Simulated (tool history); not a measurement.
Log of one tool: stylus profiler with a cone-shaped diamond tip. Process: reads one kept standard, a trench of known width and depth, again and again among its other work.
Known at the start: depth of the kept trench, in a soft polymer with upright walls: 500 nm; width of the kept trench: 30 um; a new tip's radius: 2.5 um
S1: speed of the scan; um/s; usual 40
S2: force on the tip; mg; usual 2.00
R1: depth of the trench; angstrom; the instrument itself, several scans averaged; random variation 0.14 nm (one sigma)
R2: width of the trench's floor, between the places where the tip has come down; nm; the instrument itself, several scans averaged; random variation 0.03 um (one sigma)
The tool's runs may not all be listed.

Run 1, hour 0.0: usual settings. Result: R1 5093.8 angstrom, R2 25690 nm.
Run 2, hour 77.5: usual settings. Result: R1 5094.2 angstrom, R2 25760 nm.
Run 3, hour 157.1: usual settings but S1 63 um/s. Result: R1 5095.3 angstrom, R2 25550 nm.
Run 4, hour 214.4: usual settings but S1 63 um/s. Result: R1 5090.6 angstrom, R2 25570 nm.
Run 5, hour 255.8: usual settings but S1 18 um/s. Result: R1 5095.6 angstrom, R2 25770 nm.
Run 6, hour 307.0: usual settings but S1 18 um/s. Result: R1 5095.8 angstrom, R2 25790 nm.
Run 7, hour 351.6: usual settings but S1 60 um/s. Result: R1 5096.3 angstrom, R2 25500 nm.
Run 8, hour 431.0: usual settings but S1 16 um/s. Result: R1 5094.8 angstrom, R2 25780 nm.
Run 9, hour 471.2: usual settings but S1 33 um/s. Result: R1 5096.5 angstrom, R2 25640 nm.
Run 10, hour 503.4: usual settings but S1 67 um/s, S2 1.69 mg. Result: R1 5087.3 angstrom, R2 25390 nm.
Run 11, hour 545.4: usual settings but S1 28 um/s, S2 3.31 mg. Result: R1 5124.5 angstrom, R2 25620 nm.
Run 12, hour 601.0: usual settings but S1 28 um/s, S2 3.31 mg. Result: R1 5124.7 angstrom, R2 25680 nm.
Run 13, hour 635.5: usual settings but S1 95 um/s, S2 0.92 mg. Result: R1 5067.8 angstrom, R2 24930 nm.

Forecast each of these 3 alternatives for the next run:
Run A, hour 693.7: usual settings but S1 44 um/s, S2 4.90 mg. Result: R1 ?, R2 ?.
Run B, hour 693.7: usual settings but S1 26 um/s. Result: R1 ?, R2 ?.
Run C, hour 693.7: usual settings but S1 61 um/s, S2 5.97 mg. Result: R1 ?, R2 ?.

run      R1     R2
  A  5154.1  25540
  B  5096.1  25640
  C  5175.6  25570
Without the tool's hidden state the same runs would have given:
run      R1     R2
  A  5129.3  26770
  B  5071.5  26870
  C  5150.7  26800
